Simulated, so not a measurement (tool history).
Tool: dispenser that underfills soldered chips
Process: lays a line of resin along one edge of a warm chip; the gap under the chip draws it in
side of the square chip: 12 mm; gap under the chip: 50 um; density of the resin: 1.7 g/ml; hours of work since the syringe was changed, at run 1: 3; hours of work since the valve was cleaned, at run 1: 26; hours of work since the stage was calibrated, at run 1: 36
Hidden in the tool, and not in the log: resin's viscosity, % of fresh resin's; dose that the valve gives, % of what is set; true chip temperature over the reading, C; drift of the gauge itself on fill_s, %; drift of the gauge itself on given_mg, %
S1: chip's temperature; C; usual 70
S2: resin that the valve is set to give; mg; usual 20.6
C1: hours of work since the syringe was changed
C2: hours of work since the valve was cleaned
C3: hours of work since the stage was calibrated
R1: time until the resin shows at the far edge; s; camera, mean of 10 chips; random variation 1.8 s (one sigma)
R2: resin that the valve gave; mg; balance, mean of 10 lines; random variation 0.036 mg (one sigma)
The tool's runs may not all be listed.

| run | hour | S1 | S2 | C1 | C2 | C3 | R1 | R2 |
|---|---|---|---|---|---|---|---|---|
| 1 | 0.0 | 70 | 20.6 | 3 | 26 | 36 | 238.9 | 20.37 |
|  | 4.8 | new syringe of resin |
| 2 | 6.1 | 70 | 20.6 | 1 | 30 | 40 | 199.6 | 20.33 |
| 3 | 10.2 | 70 | 20.6 | 4 | 33 | 43 | 261.6 | 20.34 |
| 4 | 12.9 | 78 | 20.6 | 6 | 35 | 45 | 216.9 | 20.31 |
|  | 14.6 | new syringe of resin |
| 5 | 18.4 | 78 | 20.6 | 3 | 39 | 49 | 165.3 | 20.26 |
| 6 | 23.5 | 66 | 20.6 | 7 | 43 | 53 | 395.2 | 20.19 |
|  | 24.3 | new syringe of resin |
| 7 | 30.3 | 70 | 20.4 | 4 | 48 | 58 | 261.6 | 20.02 |
|  | 33.8 | new syringe of resin |
| 8 | 34.2 | 66 | 26.7 | 0 | 50 | 60 | 219.4 | 26.16 |
| 9 | 39.1 | 80 | 20.6 | 4 | 54 | 64 | 166.5 | 20.17 |
|  | 43.5 | new syringe of resin |
| 10 | 45.7 | 62 | 21.5 | 2 | 59 | 69 | 299.5 | 21.05 |
| 11 | 49.9 | 62 | 21.5 | 5 | 62 | 72 | 396.7 | 20.95 |
|  | 53.3 | new syringe of resin |
| 12 | 56.3 | 64 | 19.2 | 2 | 66 | 77 | 295.9 | 18.71 |

Some steps in R1 between neighbouring runs. How much of each would the tool show without its hidden state too (settings, what came in, random variation), and how much is left for the hidden state, with any gauge scatter that isn't in both results?
Run 5 -> 6: S1 78 -> 66. R1 +229.9 s: hidden state +143.0, all else +86.9.
